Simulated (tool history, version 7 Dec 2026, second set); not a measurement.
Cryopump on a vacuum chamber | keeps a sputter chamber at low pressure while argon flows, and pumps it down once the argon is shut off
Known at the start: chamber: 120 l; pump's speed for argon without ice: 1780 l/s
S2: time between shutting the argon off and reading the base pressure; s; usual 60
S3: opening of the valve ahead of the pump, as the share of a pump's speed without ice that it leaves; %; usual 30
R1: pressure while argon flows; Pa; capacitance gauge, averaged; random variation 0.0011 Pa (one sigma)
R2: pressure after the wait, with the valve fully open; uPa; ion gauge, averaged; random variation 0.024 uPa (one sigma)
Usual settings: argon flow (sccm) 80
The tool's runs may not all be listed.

run 1 hour=0 | argon_flow_(sccm)=80 S2=60 S3=30 | R1=0.2543 R2=1.33
run 2 hour=39.3 | argon_flow_(sccm)=80 S2=60 S3=30 | R1=0.2538 R2=1.31
run 3 hour=80.1 | argon_flow_(sccm)=80 S2=60 S3=30 | R1=0.2566 R2=1.31
run 4 hour=129.6 | argon_flow_(sccm)=80 S2=60 S3=30 | R1=0.2572 R2=1.32
run 5 hour=180.5 | argon_flow_(sccm)=80 S2=40 S3=30 | R1=0.261 R2=1.71
run 6 hour=207.3 | argon_flow_(sccm)=80 S2=40 S3=30 | R1=0.2609 R2=1.75
run 7 hour=245 | argon_flow_(sccm)=80 S2=40 S3=30 | R1=0.2614 R2=1.74
run 8 hour=274.2 | argon_flow_(sccm)=38 S2=115 S3=21 | R1=0.1742 R2=1.06
run 9 hour=334.3 | argon_flow_(sccm)=38 S2=134 S3=21 | R1=0.1756 R2=0.97
run 10 hour=369.1 | argon_flow_(sccm)=75 S2=60 S3=30 | R1=0.247 R2=1.43
run 11 hour=418.8 | argon_flow_(sccm)=78 S2=160 S3=30 | R1=0.2584 R2=1.02

Forecast each of these 3 alternatives for the next run:
run A hour=461.7 | argon_flow_(sccm)=42 S2=61 S3=34 | R1=? R2=?
run B hour=461.7 | argon_flow_(sccm)=130 S2=60 S3=50 | R1=? R2=?
run C hour=461.7 | argon_flow_(sccm)=78 S2=39 S3=60 | R1=? R2=?

run=A R1=0.1232 R2=1.42
run=B R1=0.2681 R2=1.44
run=C R1=0.1359 R2=1.81
Without the tool's hidden state the same runs would have given:
run=A R1=0.1167 R2=0.9
run=B R1=0.2477 R2=0.9
run=C R1=0.1237 R2=1.28
